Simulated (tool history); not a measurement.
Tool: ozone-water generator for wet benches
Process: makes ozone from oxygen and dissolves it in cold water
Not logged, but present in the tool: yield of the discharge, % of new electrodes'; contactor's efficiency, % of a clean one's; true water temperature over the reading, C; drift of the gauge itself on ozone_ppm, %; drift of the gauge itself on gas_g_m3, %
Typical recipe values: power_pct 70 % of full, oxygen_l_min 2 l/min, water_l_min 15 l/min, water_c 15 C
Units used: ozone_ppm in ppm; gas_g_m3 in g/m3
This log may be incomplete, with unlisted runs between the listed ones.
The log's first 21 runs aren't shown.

run	hour	power_pct	oxygen_l_min	water_l_min	water_c	hours of work since the electrodes were changed	hours of work since the contactor was cleaned	hours of work since the thermometer was calibrated	ozone_ppm	gas_g_m3
# hour 2070.5: water thermometer calibrated
22	2114.9	70	3.19	23	8	3335	1917	40	15	200.2
23	2203.7	53	3.19	23	8	3416	1998	121	13	170.6
24	2353.3	42	2.02	22	13	3551	2133	256	10	184.2
25	2471.6	54	1.13	9	15	3659	2240	364	23.1	275.4
26	2628.1	54	1.13	9	15	3800	2382	506	23.4	269.3
27	2725.2	54	1.13	9	15	3889	2470	594	23.3	270.9
28	2807.6	54	1.13	9	15	3963	2545	668	23.2	269.4
29	2872	54	1.74	9	20	4022	2603	727	24	225
30	2950	54	1.74	9	20	4092	2674	797	24.2	222.2
31	3040.4	52	1.74	9	20	4174	2756	879	23.9	218.1

Predict the results of run 32:
32	3175.3	52	1.74	9	20	4297	2878	1002	?	?

ozone_ppm: 23.7 ppm
gas_g_m3: 217.6 g/m3
Take away the tool's hidden state, keep the run-to-run variation as it was, and the same run would have given ozone_ppm 26.7 ppm, gas_g_m3 242.3 g/m3.
